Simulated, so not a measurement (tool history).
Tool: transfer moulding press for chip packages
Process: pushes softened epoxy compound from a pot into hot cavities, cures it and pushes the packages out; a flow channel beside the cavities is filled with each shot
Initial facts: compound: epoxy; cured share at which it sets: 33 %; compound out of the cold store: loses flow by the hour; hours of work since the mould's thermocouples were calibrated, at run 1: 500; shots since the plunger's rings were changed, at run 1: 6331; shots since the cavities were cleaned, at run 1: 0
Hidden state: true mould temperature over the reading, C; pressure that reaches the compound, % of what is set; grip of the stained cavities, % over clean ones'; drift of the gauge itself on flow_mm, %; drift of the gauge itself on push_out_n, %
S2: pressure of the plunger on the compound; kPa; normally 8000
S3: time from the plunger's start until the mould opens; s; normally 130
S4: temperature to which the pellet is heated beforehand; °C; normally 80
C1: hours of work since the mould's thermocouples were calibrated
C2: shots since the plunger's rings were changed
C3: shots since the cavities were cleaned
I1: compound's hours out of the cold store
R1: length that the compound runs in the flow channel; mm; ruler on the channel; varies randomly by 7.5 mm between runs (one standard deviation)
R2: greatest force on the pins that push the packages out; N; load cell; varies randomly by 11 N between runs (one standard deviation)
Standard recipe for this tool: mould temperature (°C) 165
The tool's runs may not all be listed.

run 1 day=0 | mould_temperature_(°C)=165 S2=8000 S3=130 S4=80 | C1=500 C2=6331 C3=0 | I1=12.3 | R1=796 R2=525
run 2 day=3.554 | mould_temperature_(°C)=165 S2=8000 S3=130 S4=80 | C1=538 C2=6863 C3=532 | I1=14.2 | R1=799 R2=715
-- day=4.288 plunger's sealing rings changed
run 3 day=5.467 | mould_temperature_(°C)=165 S2=6650 S3=130 S4=80 | C1=557 C2=177 C3=803 | I1=26.4 | R1=723 R2=739
-- day=6.517 cavities cleaned with cleaning compound and waxed
run 4 day=8.808 | mould_temperature_(°C)=165 S2=6650 S3=130 S4=80 | C1=592 C2=668 C3=343 | I1=36.9 | R1=701 R2=642
run 5 day=11.212 | mould_temperature_(°C)=165 S2=6650 S3=130 S4=80 | C1=618 C2=1028 C3=703 | I1=34.3 | R1=689 R2=707
-- day=12.933 cavities cleaned with cleaning compound and waxed
run 6 day=14.45 | mould_temperature_(°C)=165 S2=6650 S3=130 S4=80 | C1=652 C2=1503 C3=227 | I1=43.2 | R1=654 R2=571
run 7 day=18.504 | mould_temperature_(°C)=165 S2=6650 S3=130 S4=76 | C1=695 C2=2110 C3=834 | I1=19.5 | R1=740 R2=777
-- day=19.242 cavities cleaned with cleaning compound and waxed
-- day=21.675 mould's thermocouples calibrated
run 8 day=22.317 | mould_temperature_(°C)=165 S2=6650 S3=130 S4=76 | C1=7 C2=2659 C3=448 | I1=32.6 | R1=680 R2=656
run 9 day=24.25 | mould_temperature_(°C)=165 S2=7000 S3=130 S4=80 | C1=27 C2=2949 C3=738 | I1=31.3 | R1=698 R2=677
-- day=25.804 cavities cleaned with cleaning compound and waxed
run 10 day=26.604 | mould_temperature_(°C)=165 S2=7000 S3=130 S4=80 | C1=52 C2=3293 C3=120 | I1=30 | R1=707 R2=524
run 11 day=30.171 | mould_temperature_(°C)=165 S2=7000 S3=130 S4=80 | C1=90 C2=3827 C3=654 | I1=18.5 | R1=752 R2=721
-- day=32.254 cavities cleaned with cleaning compound and waxed
run 12 day=32.721 | mould_temperature_(°C)=165 S2=7000 S3=130 S4=80 | C1=116 C2=4199 C3=70 | I1=45.1 | R1=660 R2=505
run 13 day=36.454 | mould_temperature_(°C)=165 S2=7000 S3=130 S4=80 | C1=156 C2=4758 C3=629 | I1=11.1 | R1=758 R2=725
-- day=38.675 cavities cleaned with cleaning compound and waxed
run 14 day=39.629 | mould_temperature_(°C)=165 S2=8000 S3=130 S4=80 | C1=189 C2=5224 C3=143 | I1=28.5 | R1=760 R2=558
run 15 day=42.325 | mould_temperature_(°C)=165 S2=8000 S3=130 S4=80 | C1=218 C2=5628 C3=547 | I1=25.6 | R1=753 R2=682
-- day=45.062 cavities cleaned with cleaning compound and waxed
run 16 day=45.225 | mould_temperature_(°C)=165 S2=8000 S3=130 S4=80 | C1=248 C2=6053 C3=24 | I1=8.8 | R1=825 R2=516
run 17 day=47.1 | mould_temperature_(°C)=159 S2=6720 S3=160 S4=84 | C1=268 C2=6333 C3=304 | I1=36.8 | R1=673 R2=593
run 18 day=49.454 | mould_temperature_(°C)=165 S2=7300 S3=129 S4=80 | C1=293 C2=6686 C3=657 | I1=18 | R1=740 R2=737
-- day=51.354 plunger's sealing rings changed
-- day=51.771 cavities cleaned with cleaning compound and waxed
run 19 day=53.146 | mould_temperature_(°C)=170 S2=8890 S3=135 S4=90 | C1=331 C2=259 C3=206 | I1=31.9 | R1=805 R2=447
run 20 day=56.217 | mould_temperature_(°C)=170 S2=8890 S3=120 S4=90 | C1=364 C2=719 C3=666 | I1=19.6 | R1=841 R2=618
-- day=58.158 cavities cleaned with cleaning compound and waxed
run 21 day=58.358 | mould_temperature_(°C)=169 S2=8890 S3=126 S4=90 | C1=386 C2=1031 C3=31 | I1=14 | R1=862 R2=409
run 22 day=61.996 | mould_temperature_(°C)=169 S2=8230 S3=126 S4=84 | C1=424 C2=1575 C3=575 | I1=27 | R1=775 R2=581
-- day=64.554 cavities cleaned with cleaning compound and waxed
run 23 day=64.662 | mould_temperature_(°C)=161 S2=8040 S3=115 S4=81 | C1=452 C2=1965 C3=16 | I1=29.5 | R1=791 R2=827
run 24 day=67.529 | mould_temperature_(°C)=161 S2=8040 S3=115 S4=81 | C1=483 C2=2395 C3=446 | I1=42.8 | R1=750 R2=1083
-- day=70.917 cavities cleaned with cleaning compound and waxed
run 25 day=71.017 | mould_temperature_(°C)=161 S2=9630 S3=120 S4=81 | C1=519 C2=2908 C3=16 | I1=24.9 | R1=878 R2=789
run 26 day=74.867 | mould_temperature_(°C)=159 S2=7790 S3=137 S4=80 | C1=560 C2=3484 C3=592 | I1=33.4 | R1=753 R2=940
-- day=77.275 cavities cleaned with cleaning compound and waxed
run 27 day=79.196 | mould_temperature_(°C)=158 S2=7470 S3=166 S4=72 | C1=606 C2=4123 C3=288 | I1=18.2 | R1=810 R2=686

Per-run results on a tool with no hidden state, each run keeping its own random variation:
run=1 R1=841 R2=513
run=2 R1=848 R2=493
run=3 R1=725 R2=476
run=4 R1=706 R2=476
run=5 R1=696 R2=457
run=6 R1=663 R2=453
run=7 R1=754 R2=493
run=8 R1=698 R2=485
run=9 R1=719 R2=457
run=10 R1=729 R2=471
run=11 R1=780 R2=496
run=12 R1=686 R2=466
run=13 R1=792 R2=495
run=14 R1=797 R2=484
run=15 R1=792 R2=476
run=16 R1=872 R2=499
run=17 R1=713 R2=456
run=18 R1=786 R2=497
run=19 R1=808 R2=365
run=20 R1=847 R2=416
run=21 R1=870 R2=391
run=22 R1=786 R2=402
run=23 R1=805 R2=795
run=24 R1=766 R2=777
run=25 R1=900 R2=740
run=26 R1=775 R2=630
run=27 R1=838 R2=527

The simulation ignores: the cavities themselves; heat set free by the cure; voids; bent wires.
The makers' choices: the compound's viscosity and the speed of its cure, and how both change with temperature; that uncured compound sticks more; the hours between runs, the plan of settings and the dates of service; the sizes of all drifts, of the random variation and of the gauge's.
